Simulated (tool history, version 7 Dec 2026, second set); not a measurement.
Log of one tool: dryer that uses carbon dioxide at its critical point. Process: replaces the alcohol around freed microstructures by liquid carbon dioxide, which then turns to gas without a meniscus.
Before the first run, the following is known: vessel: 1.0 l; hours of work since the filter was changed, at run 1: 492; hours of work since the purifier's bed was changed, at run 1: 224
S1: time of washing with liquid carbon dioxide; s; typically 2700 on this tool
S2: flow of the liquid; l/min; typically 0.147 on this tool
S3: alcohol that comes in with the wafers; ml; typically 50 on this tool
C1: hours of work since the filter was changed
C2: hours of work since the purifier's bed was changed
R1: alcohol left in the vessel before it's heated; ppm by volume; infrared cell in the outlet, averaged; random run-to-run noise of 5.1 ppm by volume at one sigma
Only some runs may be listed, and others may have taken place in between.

run	hour	S1	S2	S3	C1	C2	R1
1	0	2700	0.147	50	492	224	235
# hour 19.3: inlet filter changed
2	42.2	2700	0.147	22	12	246	90
3	73.5	2700	0.147	22	29	263	90
4	99.5	2700	0.147	22	43	277	107
5	122.2	2700	0.147	22	55	289	103
6	160.5	2700	0.147	50	76	309	146
7	193.4	2700	0.147	50	94	327	155
8	220	2700	0.147	50	108	341	169
9	247.9	2700	0.147	50	123	357	175
10	287.9	2700	0.147	50	144	378	174
11	320.2	2700	0.147	50	162	395	187
12	341	2700	0.147	50	173	407	202
13	380.6	2700	0.147	50	194	428	202
14	418.7	3420	0.147	50	215	448	110
15	452.8	3420	0.147	50	233	467	123
16	486	3420	0.147	50	251	485	141
17	520.5	2760	0.147	50	270	503	217
18	549.7	1860	0.156	118	285	519	1613
19	567.1	1860	0.156	118	295	528	1674
20	597.6	2340	0.147	96	311	545	689
21	633.9	4320	0.177	24	331	564	121
22	653.2	4200	0.243	56	341	575	135
23	693.6	4200	0.243	56	363	596	137
24	710.2	2400	0.167	50	372	605	265
25	732.5	2400	0.131	20	384	617	335

What if the next run were any one of these 4? Each begins from the tool's condition after run 25:
A	760.7	2580	0.168	77	399	632	?
B	760.7	3360	0.101	50	399	632	?
C	760.7	4080	0.209	29	399	632	?
D	760.7	2700	0.092	36	399	632	?

run	R1
A	280
B	497
C	138
D	1063
Without the tool's unlogged condition, the same runs would have read:
run	R1
A	65
B	197
C	6
D	589
